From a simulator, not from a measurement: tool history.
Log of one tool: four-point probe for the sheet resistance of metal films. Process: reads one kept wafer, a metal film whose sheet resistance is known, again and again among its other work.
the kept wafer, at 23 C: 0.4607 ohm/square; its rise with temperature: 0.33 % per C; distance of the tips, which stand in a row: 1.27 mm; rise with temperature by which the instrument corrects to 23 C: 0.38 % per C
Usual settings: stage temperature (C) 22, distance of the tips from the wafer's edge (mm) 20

| run | hour | stage temperature (C) | distance of the tips from the wafer's edge (mm) | sheet resistance as the instrument gives it (ohm/square) |
|---|---|---|---|---|
| 1 | 0.0 | 22 | 20 | 0.462834 |
| 2 | 15.6 | 22 | 18 | 0.463366 |
| 3 | 25.6 | 23 | 20 | 0.462762 |
| 4 | 41.0 | 23 | 20 | 0.462816 |
| 5 | 56.7 | 24 | 20 | 0.462610 |
| 6 | 68.3 | 24 | 15 | 0.463263 |
| 7 | 80.6 | 22 | 13 | 0.464417 |
| 8 | 97.4 | 22 | 13 | 0.464458 |
| 9 | 110.8 | 22 | 13 | 0.464316 |
| 10 | 133.3 | 22 | 20 | 0.462919 |
| 11 | 150.3 | 22 | 20 | 0.462996 |
| 12 | 166.0 | 22 | 20 | 0.462896 |
| 13 | 187.4 | 22 | 20 | 0.462866 |
| 14 | 208.1 | 29 | 11 | 0.463649 |
|  | 210.6 | stage's thermometer calibrated |
| 15 | 230.0 | 27 | 3 | 0.501056 |
| 16 | 241.7 | 20 | 7 | 0.470490 |
| 17 | 262.6 | 19 | 21 | 0.463570 |
| 18 | 273.0 | 22 | 7 | 0.470062 |
| 19 | 295.4 | 23 | 20 | 0.462544 |
| 20 | 305.4 | 22 | 23 | 0.462632 |
|  | 317.7 | stage's thermometer calibrated, once more |
| 21 | 319.9 | 23 | 41 | 0.461600 |
| 22 | 342.2 | 27 | 20 | 0.461772 |
| 23 | 352.9 | 20 | 7 | 0.470135 |
| 24 | 369.1 | 19 | 59 | 0.462470 |
| 25 | 383.3 | 24 | 48 | 0.461270 |
| 26 | 396.2 | 18 | 6 | 0.473490 |

Forecast each of these 3 alternatives for the next run:
| A | 411.1 | 34 | 28 | ? |
| B | 411.1 | 25 | 6 | ? |
| C | 411.1 | 23 | 29 | ? |

| run | sheet resistance as the instrument gives it (ohm/square) |
|---|---|
| A | 0.459573 |
| B | 0.471715 |
| C | 0.461963 |
Without the tool's hidden state the same runs would have given:
| run | sheet resistance as the instrument gives it (ohm/square) |
|---|---|
| A | 0.458896 |
| B | 0.471023 |
| C | 0.461284 |
